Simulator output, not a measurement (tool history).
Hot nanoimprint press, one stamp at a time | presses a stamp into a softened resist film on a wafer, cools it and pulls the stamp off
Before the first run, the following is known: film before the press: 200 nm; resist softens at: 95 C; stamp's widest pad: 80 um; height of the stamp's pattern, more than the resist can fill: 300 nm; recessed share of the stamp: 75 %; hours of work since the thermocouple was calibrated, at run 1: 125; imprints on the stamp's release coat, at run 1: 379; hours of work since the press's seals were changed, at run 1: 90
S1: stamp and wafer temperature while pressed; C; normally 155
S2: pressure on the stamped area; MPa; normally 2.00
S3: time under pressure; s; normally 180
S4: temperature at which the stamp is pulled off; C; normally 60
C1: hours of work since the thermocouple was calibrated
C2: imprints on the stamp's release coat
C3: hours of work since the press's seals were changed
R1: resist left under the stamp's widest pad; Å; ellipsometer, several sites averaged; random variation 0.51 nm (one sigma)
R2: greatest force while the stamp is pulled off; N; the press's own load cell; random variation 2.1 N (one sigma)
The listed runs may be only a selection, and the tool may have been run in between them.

run 1 hour=0.0 | S1=155 S2=2.00 S3=180 S4=60 | C1=125 C2=379 C3=90 | R1=1206 R2=222
run 2 hour=11.9 | S1=155 S2=2.00 S3=180 S4=60 | C1=134 C2=419 C3=99 | R1=1209 R2=226
run 3 hour=22.8 | S1=155 S2=2.00 S3=180 S4=60 | C1=142 C2=455 C3=106 | R1=1212 R2=227
run 4 hour=31.4 | S1=155 S2=3.13 S3=180 S4=60 | C1=148 C2=484 C3=113 | R1=1018 R2=225
run 5 hour=37.3 | S1=155 S2=3.13 S3=180 S4=60 | C1=152 C2=504 C3=117 | R1=1016 R2=225
run 6 hour=49.0 | S1=155 S2=3.13 S3=180 S4=60 | C1=160 C2=543 C3=125 | R1=1014 R2=231
run 7 hour=57.7 | S1=155 S2=3.13 S3=180 S4=60 | C1=167 C2=573 C3=131 | R1=1020 R2=235
run 8 hour=66.9 | S1=155 S2=3.13 S3=180 S4=60 | C1=173 C2=604 C3=138 | R1=1025 R2=231
run 9 hour=74.8 | S1=155 S2=3.13 S3=180 S4=60 | C1=179 C2=630 C3=144 | R1=1025 R2=227
run 10 hour=82.8 | S1=155 S2=3.13 S3=180 S4=46 | C1=185 C2=657 C3=149 | R1=1023 R2=279
run 11 hour=91.4 | S1=155 S2=2.00 S3=217 S4=60 | C1=191 C2=686 C3=156 | R1=1148 R2=229
run 12 hour=102.4 | S1=155 S2=2.00 S3=217 S4=60 | C1=199 C2=723 C3=164 | R1=1144 R2=227
run 13 hour=111.2 | S1=155 S2=2.00 S3=217 S4=60 | C1=205 C2=752 C3=170 | R1=1151 R2=233
run 14 hour=120.5 | S1=158 S2=2.16 S3=92 S4=60 | C1=212 C2=783 C3=177 | R1=1314 R2=229
run 15 hour=130.8 | S1=164 S2=2.52 S3=235 S4=60 | C1=219 C2=818 C3=184 | R1=712 R2=234
run 16 hour=138.9 | S1=164 S2=2.52 S3=235 S4=60 | C1=225 C2=845 C3=190 | R1=714 R2=235
run 17 hour=147.9 | S1=155 S2=2.00 S3=162 S4=60 | C1=231 C2=876 C3=196 | R1=1267 R2=234
run 18 hour=155.7 | S1=155 S2=2.00 S3=162 S4=60 | C1=237 C2=902 C3=202 | R1=1261 R2=236
run 19 hour=161.4 | S1=155 S2=2.00 S3=162 S4=60 | C1=241 C2=921 C3=206 | R1=1262 R2=233
run 20 hour=167.1 | S1=163 S2=2.00 S3=130 S4=48 | C1=245 C2=940 C3=210 | R1=1036 R2=276
run 21 hour=178.0 | S1=163 S2=2.00 S3=130 S4=48 | C1=253 C2=977 C3=218 | R1=1033 R2=279
run 22 hour=185.5 | S1=155 S2=2.00 S3=259 S4=60 | C1=258 C2=1002 C3=223 | R1=1096 R2=232
run 23 hour=195.4 | S1=163 S2=2.69 S3=259 S4=64 | C1=265 C2=1035 C3=230 | R1=693 R2=221
run 24 hour=203.3 | S1=163 S2=2.69 S3=259 S4=64 | C1=271 C2=1062 C3=236 | R1=701 R2=219
run 25 hour=209.5 | S1=163 S2=2.69 S3=259 S4=64 | C1=275 C2=1082 C3=240 | R1=694 R2=225

Below, each run's measurement less what the same run would have read without the hidden state. Both values contain the same run-to-run variation, but the gauge's scatter may not be the same in both:
Unlogged tool condition in this case: true temperature over the reading, C; pressure that arrives at the usual setting, %; grip of the stamp's worn release coat, % over a new coat's; drift of the gauge itself on residual_nm, %; drift of the gauge itself on pull_off_n, %.
run=1 R1=+23 R2=+7
run=2 R1=+24 R2=+8
run=3 R1=+26 R2=+9
run=4 R1=+26 R2=+9
run=5 R1=+26 R2=+10
run=6 R1=+27 R2=+10
run=7 R1=+30 R2=+11
run=8 R1=+30 R2=+11
run=9 R1=+32 R2=+11
run=10 R1=+33 R2=+14
run=11 R1=+34 R2=+13
run=12 R1=+36 R2=+13
run=13 R1=+37 R2=+14
run=14 R1=+36 R2=+14
run=15 R1=+28 R2=+15
run=16 R1=+28 R2=+16
run=17 R1=+42 R2=+16
run=18 R1=+42 R2=+17
run=19 R1=+43 R2=+16
run=20 R1=+39 R2=+19
run=21 R1=+39 R2=+20
run=22 R1=+46 R2=+17
run=23 R1=+33 R2=+17
run=24 R1=+34 R2=+18
run=25 R1=+34 R2=+18
